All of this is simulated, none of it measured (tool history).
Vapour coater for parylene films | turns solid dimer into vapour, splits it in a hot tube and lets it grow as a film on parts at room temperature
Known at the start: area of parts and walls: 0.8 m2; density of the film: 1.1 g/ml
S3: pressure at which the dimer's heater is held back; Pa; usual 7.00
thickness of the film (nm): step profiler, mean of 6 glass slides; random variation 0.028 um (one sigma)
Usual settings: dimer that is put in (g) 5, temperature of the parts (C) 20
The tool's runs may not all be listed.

Run 1, hour 0.0: usual settings. Result: thickness of the film (nm) 3570.
Run 2, hour 34.7: usual settings. Result: thickness of the film (nm) 3520.
Run 3, hour 67.8: usual settings. Result: thickness of the film (nm) 3500.
Run 4, hour 102.9: usual settings. Result: thickness of the film (nm) 3510.
Run 5, hour 125.2: usual settings but S3 2.30 Pa. Result: thickness of the film (nm) 4340.
Run 6, hour 158.1: usual settings but S3 2.30 Pa. Result: thickness of the film (nm) 4250.
Run 7, hour 174.9: usual settings but S3 2.30 Pa. Result: thickness of the film (nm) 4290.
Run 8, hour 209.5: usual settings but S3 2.30 Pa. Result: thickness of the film (nm) 4190.
At hour 237.4: trap's valve overhauled.
Run 9, hour 238.5: usual settings. Result: thickness of the film (nm) 3860.
Run 10, hour 268.5: usual settings but dimer that is put in (g) 7. Result: thickness of the film (nm) 5340.
Run 11, hour 297.1: usual settings. Result: thickness of the film (nm) 3830.
Run 12, hour 332.2: usual settings. Result: thickness of the film (nm) 3780.
Run 13, hour 351.8: usual settings. Result: thickness of the film (nm) 3760.
Run 14, hour 387.7: usual settings but temperature of the parts (C) 16. Result: thickness of the film (nm) 4380.
Run 15, hour 422.2: usual settings. Result: thickness of the film (nm) 3710.
Run 16, hour 456.9: usual settings but S3 3.16 Pa. Result: thickness of the film (nm) 4260.
Run 17, hour 487.7: usual settings but S3 3.16 Pa. Result: thickness of the film (nm) 4250.
Run 18, hour 503.3: usual settings but S3 3.16 Pa. Result: thickness of the film (nm) 4260.
Run 19, hour 520.7: usual settings but S3 3.16 Pa. Result: thickness of the film (nm) 4190.
Run 20, hour 557.8: usual settings but S3 3.16 Pa. Result: thickness of the film (nm) 4160.
Run 21, hour 581.8: usual settings but S3 3.16 Pa. Result: thickness of the film (nm) 4110.
Run 22, hour 618.2: usual settings but S3 3.56 Pa. Result: thickness of the film (nm) 3950.
Run 23, hour 651.5: usual settings but S3 3.56 Pa. Result: thickness of the film (nm) 3920.
Run 24, hour 674.5: usual settings but S3 3.56 Pa. Result: thickness of the film (nm) 3950.
At hour 702.2: trap's valve overhauled.
Run 25, hour 708.8: usual settings but S3 3.56 Pa. Result: thickness of the film (nm) 4500.
Run 26, hour 740.3: usual settings but temperature of the parts (C) 26, S3 7.39 Pa. Result: thickness of the film (nm) 2950.
Run 27, hour 755.8: usual settings but S3 5.69 Pa. Result: thickness of the film (nm) 3990.
Run 28, hour 779.8: usual settings but dimer that is put in (g) 3, temperature of the parts (C) 16, S3 2.56 Pa. Result: thickness of the film (nm) 3260.
Run 29, hour 795.4: usual settings but temperature of the parts (C) 23. Result: thickness of the film (nm) 3320.
Run 30, hour 811.4: usual settings but temperature of the parts (C) 24. Result: thickness of the film (nm) 3190.
Run 31, hour 828.6: usual settings but temperature of the parts (C) 24. Result: thickness of the film (nm) 3220.
Run 32, hour 861.7: usual settings but temperature of the parts (C) 15, S3 11.76 Pa. Result: thickness of the film (nm) 4150.
Run 33, hour 893.7: usual settings but temperature of the parts (C) 15, S3 11.76 Pa. Result: thickness of the film (nm) 4090.
Run 34, hour 930.1: usual settings but dimer that is put in (g) 6, S3 3.81 Pa. Result: thickness of the film (nm) 4950.
Run 35, hour 958.6: usual settings but dimer that is put in (g) 3, temperature of the parts (C) 15, S3 10.27 Pa. Result: thickness of the film (nm) 2480.
Run 36, hour 995.7: usual settings but dimer that is put in (g) 3, temperature of the parts (C) 15, S3 10.27 Pa. Result: thickness of the film (nm) 2520.
Run 37, hour 1015.2: usual settings but temperature of the parts (C) 18. Result: thickness of the film (nm) 3890.
Run 38, hour 1048.7: usual settings but dimer that is put in (g) 4, S3 3.97 Pa. Result: thickness of the film (nm) 3150.
Run 39, hour 1066.7: usual settings but dimer that is put in (g) 8, temperature of the parts (C) 27, S3 2.09 Pa. Result: thickness of the film (nm) 5330.
Run 40, hour 1082.8: usual settings but dimer that is put in (g) 8. Result: thickness of the film (nm) 5670.
Run 41, hour 1107.4: usual settings but dimer that is put in (g) 4, temperature of the parts (C) 16, S3 5.35 Pa. Result: thickness of the film (nm) 3530.
Run 42, hour 1140.8: usual settings but dimer that is put in (g) 2, temperature of the parts (C) 15, S3 5.35 Pa. Result: thickness of the film (nm) 1800.
At hour 1168.2: trap's valve overhauled.
Run 43, hour 1173.8: usual settings but dimer that is put in (g) 7. Result: thickness of the film (nm) 5430.
Run 44, hour 1206.8: usual settings but dimer that is put in (g) 2. Result: thickness of the film (nm) 1550.
Run 45, hour 1233.1: usual settings but dimer that is put in (g) 6, temperature of the parts (C) 19, S3 9.76 Pa. Result: thickness of the film (nm) 4500.
Run 46, hour 1258.7: usual settings but dimer that is put in (g) 6, temperature of the parts (C) 19, S3 9.76 Pa. Result: thickness of the film (nm) 4480.
Run 47, hour 1291.0: usual settings but dimer that is put in (g) 3, temperature of the parts (C) 19, S3 6.09 Pa. Result: thickness of the film (nm) 2420.

Forecast each of these 3 alternatives for the next run:
Run A, hour 1307.5: usual settings but S3 7.33 Pa. Result: thickness of the film (nm) ?.
Run B, hour 1307.5: usual settings but S3 2.57 Pa. Result: thickness of the film (nm) ?.
Run C, hour 1307.5: usual settings but S3 2.36 Pa. Result: thickness of the film (nm) ?.

run  thickness of the film (nm)
  A                        3730
  B                        4590
  C                        4600
Without the tool's hidden state the same runs would have given:
run  thickness of the film (nm)
  A                        3750
  B                        4620
  C                        4630
